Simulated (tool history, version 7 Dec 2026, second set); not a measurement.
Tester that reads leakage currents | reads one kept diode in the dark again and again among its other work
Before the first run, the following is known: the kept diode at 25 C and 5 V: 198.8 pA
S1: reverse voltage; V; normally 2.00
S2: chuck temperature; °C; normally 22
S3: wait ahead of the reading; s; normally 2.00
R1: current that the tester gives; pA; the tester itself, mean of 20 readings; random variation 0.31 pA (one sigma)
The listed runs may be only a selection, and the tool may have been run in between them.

run	day	S1	S2	S3	R1
1	0.000	2.00	22	2.00	113.65
# day 1.921: tester calibrated
2	5.279	2.00	22	2.00	118.14
3	13.971	2.00	41	2.00	661.05
4	22.896	2.00	41	2.00	674.92
# day 33.254: chuck's temperature calibrated
5	33.254	2.00	22	2.00	106.20
6	43.846	2.00	22	2.00	109.15
7	52.971	2.00	22	2.00	111.76
# day 55.125: probe card cleaned and baked
8	61.000	2.00	22	2.00	108.48
9	67.325	2.00	22	2.00	110.14
10	74.129	2.00	22	2.00	111.80
11	85.600	2.00	22	1.80	115.60
12	91.542	2.00	22	1.80	117.23
13	100.500	2.00	22	1.80	119.31
# day 106.079: chuck's temperature calibrated
14	106.554	2.00	22	1.80	101.81
15	116.462	8.47	22	2.00	194.47
16	123.800	8.47	22	2.00	198.84
17	132.242	2.00	46	2.00	929.05
18	141.221	2.00	46	2.00	946.39
19	149.592	2.00	46	2.00	959.29
20	154.842	4.70	24	5.92	201.11
21	163.896	3.73	30	1.25	321.33
22	169.225	11.74	37	1.51	973.27
# day 178.354: chuck's temperature calibrated
23	180.221	11.74	27	1.51	363.54
24	190.617	16.48	46	1.51	2163.34
25	199.142	3.94	41	2.16	796.74
# day 200.346: probe card cleaned and baked
26	204.462	1.09	41	2.31	471.22
27	212.075	2.64	43	0.77	814.99
28	219.892	11.57	42	0.37	1400.68
29	231.133	2.66	42	0.37	778.61
30	241.800	17.07	24	1.44	349.36
31	249.338	11.17	33	1.52	667.13
# day 251.483: chuck's temperature calibrated
32	255.808	11.17	33	1.52	592.95
33	265.692	1.95	45	0.59	830.49
34	273.004	1.95	45	0.59	840.23
35	280.638	1.95	45	0.59	853.57
36	287.867	1.95	45	0.59	863.93
37	293.833	9.41	45	0.32	1684.67
38	304.088	9.41	45	0.32	1712.61

Subtracting, for every run, the result it would have given without the tool's unlogged condition from the measured result gives the following. The same run-to-run variation enters both numbers; the gauge's scatter may not:
The hidden state here: stray current of the dirty probe card, pA a volt; current scale over the true one, %; true chuck temperature over the reading, C; drift of the gauge itself on leakage_pa, %.
run	R1
1	+11.47
2	+15.64
3	+75.67
4	+88.51
5	+4.06
6	+6.87
7	+9.40
8	+6.47
9	+8.19
10	+10.07
11	+13.15
12	+14.77
13	+17.31
14	+0.13
15	+9.76
16	+14.00
17	+34.73
18	+50.27
19	+66.33
20	+24.77
21	+38.30
22	+121.84
23	+19.78
24	+44.63
25	+25.70
26	+14.08
27	+35.85
28	+81.96
29	+60.13
30	+48.06
31	+83.40
32	+10.15
33	+15.03
34	+27.77
35	+39.26
36	+51.44
37	+127.19
38	+161.00

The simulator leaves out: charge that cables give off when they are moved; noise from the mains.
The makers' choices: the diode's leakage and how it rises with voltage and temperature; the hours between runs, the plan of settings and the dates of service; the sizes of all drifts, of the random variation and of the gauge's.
